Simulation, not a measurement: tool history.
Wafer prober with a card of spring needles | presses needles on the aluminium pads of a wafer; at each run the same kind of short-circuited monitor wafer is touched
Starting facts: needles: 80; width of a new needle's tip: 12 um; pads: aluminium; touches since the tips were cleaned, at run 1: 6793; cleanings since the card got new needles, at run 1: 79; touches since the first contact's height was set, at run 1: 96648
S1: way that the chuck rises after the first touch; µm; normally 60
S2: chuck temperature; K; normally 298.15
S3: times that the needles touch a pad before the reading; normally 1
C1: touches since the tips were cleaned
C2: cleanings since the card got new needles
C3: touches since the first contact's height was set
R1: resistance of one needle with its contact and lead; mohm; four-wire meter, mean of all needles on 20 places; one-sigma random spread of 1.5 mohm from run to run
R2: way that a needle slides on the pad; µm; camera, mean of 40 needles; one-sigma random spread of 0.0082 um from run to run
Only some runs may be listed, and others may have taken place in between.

run 1 hour=0.0 | S1=60 S2=298.15 S3=1 | C1=6793 C2=79 C3=96648 | R1=161 R2=8.530
-- hour=4.2 tips cleaned on abrasive film
-- hour=24.5 tips cleaned on abrasive film
-- hour=45.1 tips cleaned on abrasive film
-- hour=49.6 height of the first contact set anew
-- hour=62.2 tips cleaned on abrasive film
run 2 hour=67.2 | S1=60 S2=298.15 S3=1 | C1=2696 C2=83 C3=9435 | R1=150 R2=8.644
-- hour=79.7 tips cleaned on abrasive film
-- hour=99.9 tips cleaned on abrasive film
-- hour=120.4 tips cleaned on abrasive film
run 3 hour=135.2 | S1=42 S2=298.15 S3=1 | C1=7986 C2=86 C3=46032 | R1=193 R2=5.998
-- hour=139.5 tips cleaned on abrasive film
-- hour=159.7 tips cleaned on abrasive film
-- hour=179.9 tips cleaned on abrasive film
-- hour=200.8 tips cleaned on abrasive film
run 4 hour=209.6 | S1=60 S2=298.15 S3=1 | C1=4732 C2=90 C3=85979 | R1=156 R2=8.527
-- hour=218.0 tips cleaned on abrasive film
-- hour=234.7 tips cleaned on abrasive film
-- hour=255.6 tips cleaned on abrasive film
-- hour=276.4 tips cleaned on abrasive film
-- hour=280.9 height of the first contact set anew
run 5 hour=288.2 | S1=60 S2=298.15 S3=1 | C1=6195 C2=94 C3=3948 | R1=161 R2=8.674
-- hour=296.5 tips cleaned on abrasive film
-- hour=316.7 tips cleaned on abrasive film
-- hour=337.1 tips cleaned on abrasive film
-- hour=357.6 tips cleaned on abrasive film
run 6 hour=368.0 | S1=56 S2=298.15 S3=1 | C1=5620 C2=98 C3=46816 | R1=164 R2=8.033
-- hour=376.4 tips cleaned on abrasive film
-- hour=396.3 tips cleaned on abrasive film
run 7 hour=405.3 | S1=60 S2=298.15 S3=1 | C1=4887 C2=100 C3=66897 | R1=159 R2=8.575
-- hour=413.7 tips cleaned on abrasive film
-- hour=434.6 tips cleaned on abrasive film
run 8 hour=441.3 | S1=60 S2=298.15 S3=1 | C1=3602 C2=102 C3=86220 | R1=155 R2=8.537
-- hour=453.8 tips cleaned on abrasive film
-- hour=474.5 tips cleaned on abrasive film
run 9 hour=477.2 | S1=60 S2=298.15 S3=1 | C1=1463 C2=104 C3=105521 | R1=144 R2=8.526
-- hour=493.3 tips cleaned on abrasive film
-- hour=510.2 height of the first contact set anew
-- hour=514.5 tips cleaned on abrasive film
run 10 hour=524.8 | S1=60 S2=298.15 S3=1 | C1=5593 C2=106 C3=7840 | R1=162 R2=8.647
-- hour=533.2 tips cleaned on abrasive film
-- hour=550.0 tips cleaned on abrasive film
-- hour=569.5 tips cleaned on abrasive film
run 11 hour=578.4 | S1=60 S2=298.15 S3=1 | C1=4799 C2=109 C3=36636 | R1=162 R2=8.614
-- hour=586.9 tips cleaned on abrasive film
-- hour=607.2 tips cleaned on abrasive film
-- hour=628.0 tips cleaned on abrasive film
run 12 hour=643.7 | S1=60 S2=298.15 S3=1 | C1=8489 C2=112 C3=71756 | R1=165 R2=8.569
-- hour=648.0 tips cleaned on abrasive film
-- hour=668.6 tips cleaned on abrasive film
-- hour=688.8 tips cleaned on abrasive film
run 13 hour=695.7 | S1=54 S2=393.15 S3=3 | C1=3748 C2=115 C3=99679 | R1=159 R2=7.652
-- hour=708.3 tips cleaned on abrasive film
-- hour=729.2 tips cleaned on abrasive film
-- hour=741.5 height of the first contact set anew
-- hour=749.9 tips cleaned on abrasive film
-- hour=770.0 tips cleaned on abrasive film
run 14 hour=777.3 | S1=54 S2=393.15 S3=3 | C1=3978 C2=119 C3=19262 | R1=164 R2=7.767
-- hour=789.9 tips cleaned on abrasive film
-- hour=809.6 tips cleaned on abrasive film
run 15 hour=822.7 | S1=41 S2=342.15 S3=1 | C1=7077 C2=121 C3=43640 | R1=203 R2=5.859
-- hour=826.9 tips cleaned on abrasive film
-- hour=847.3 tips cleaned on abrasive film
-- hour=868.0 tips cleaned on abrasive film
-- hour=888.1 tips cleaned on abrasive film
run 16 hour=890.4 | S1=41 S2=326.15 S3=1 | C1=1259 C2=125 C3=80018 | R1=174 R2=5.791

Forecast each of these 4 alternatives for the next run:
-- hour=906.9 tips cleaned on abrasive film
-- hour=927.2 tips cleaned on abrasive film
-- hour=947.4 tips cleaned on abrasive film
-- hour=964.1 tips cleaned on abrasive film
-- hour=971.5 height of the first contact set anew
run A hour=971.5 | S1=41 S2=326.15 S3=2 | C1=3841 C2=129 C3=0 | R1=? R2=?
-- hour=906.9 tips cleaned on abrasive film
-- hour=927.2 tips cleaned on abrasive film
-- hour=947.4 tips cleaned on abrasive film
-- hour=964.1 tips cleaned on abrasive film
-- hour=971.5 height of the first contact set anew
run B hour=971.5 | S1=60 S2=321.15 S3=2 | C1=3841 C2=129 C3=0 | R1=? R2=?
-- hour=906.9 tips cleaned on abrasive film
-- hour=927.2 tips cleaned on abrasive film
-- hour=947.4 tips cleaned on abrasive film
-- hour=964.1 tips cleaned on abrasive film
-- hour=971.5 height of the first contact set anew
run C hour=971.5 | S1=60 S2=355.15 S3=1 | C1=3841 C2=129 C3=0 | R1=? R2=?
-- hour=906.9 tips cleaned on abrasive film
-- hour=927.2 tips cleaned on abrasive film
-- hour=947.4 tips cleaned on abrasive film
-- hour=964.1 tips cleaned on abrasive film
-- hour=971.5 height of the first contact set anew
run D hour=971.5 | S1=41 S2=326.15 S3=1 | C1=3841 C2=129 C3=0 | R1=? R2=?

run=A R1=171 R2=5.930
run=B R1=154 R2=8.655
run=C R1=167 R2=8.662
run=D R1=192 R2=5.927
With no hidden state in the tool, these same runs would have given:
run=A R1=139 R2=5.930
run=B R1=137 R2=8.655
run=C R1=142 R2=8.662
run=D R1=142 R2=5.927
